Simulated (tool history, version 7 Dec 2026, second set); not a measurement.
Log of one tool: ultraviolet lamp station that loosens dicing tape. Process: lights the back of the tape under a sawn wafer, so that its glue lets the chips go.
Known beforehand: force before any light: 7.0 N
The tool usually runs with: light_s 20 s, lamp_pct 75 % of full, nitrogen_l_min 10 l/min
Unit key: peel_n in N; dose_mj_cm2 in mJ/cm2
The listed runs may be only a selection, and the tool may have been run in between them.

run,day,light_s,lamp_pct,nitrogen_l_min,peel_n,dose_mj_cm2
1,0,20,75,10,0.475,387
2,1.55,20,75,10,0.472,389
3,2.775,20,75,10,0.486,382
4,3.696,20,75,10,0.495,372
5,5.042,20,75,10,0.513,379
6,6.658,20,75,7,0.639,370
7,7.488,14,75,10,1.102,258
8,8.35,14,75,10,1.063,257
9,9.008,14,75,10,1.089,261
10,10.471,14,75,10,1.111,252
11,11.533,14,75,10,1.123,255
12,12.458,20,75,10,0.564,359
13,13.838,20,75,10,0.582,351
14,15.062,39,85,12,0.115,782
15,16.1,13,67,3,2.454,207
16,17.217,13,67,3,2.487,202
17,18.712,23,79,10,0.41,420
18,19.725,23,79,10,0.411,413
19,21.075,23,74,14,0.389,382
20,22.342,14,75,4,1.857,236
21,23.221,19,75,3,1.406,320
# day 23.912: window cleaned of glue's vapour
22,24.288,33,88,18,0.103,733
23,25.754,33,88,18,0.119,729
24,27.317,31,88,5,0.209,684
25,28.004,12,65,6,1.943,193

What if the next run were any one of these 5? Each begins from the tool's condition after run 25:
A,28.812,20,68,19,?,?
B,28.812,20,100,19,?,?
C,28.812,11,74,6,?,?
D,28.812,28,63,10,?,?
E,28.812,31,61,12,?,?

run,peel_n,dose_mj_cm2
A,0.452,334
B,0.19,493
C,1.984,200
D,0.366,436
E,0.25,471
Take away the tool's hidden state, keep each run's random variation, and the runs would have read:
run,peel_n,dose_mj_cm2
A,0.253,429
B,0.124,634
C,1.399,257
D,0.208,560
E,0.142,604
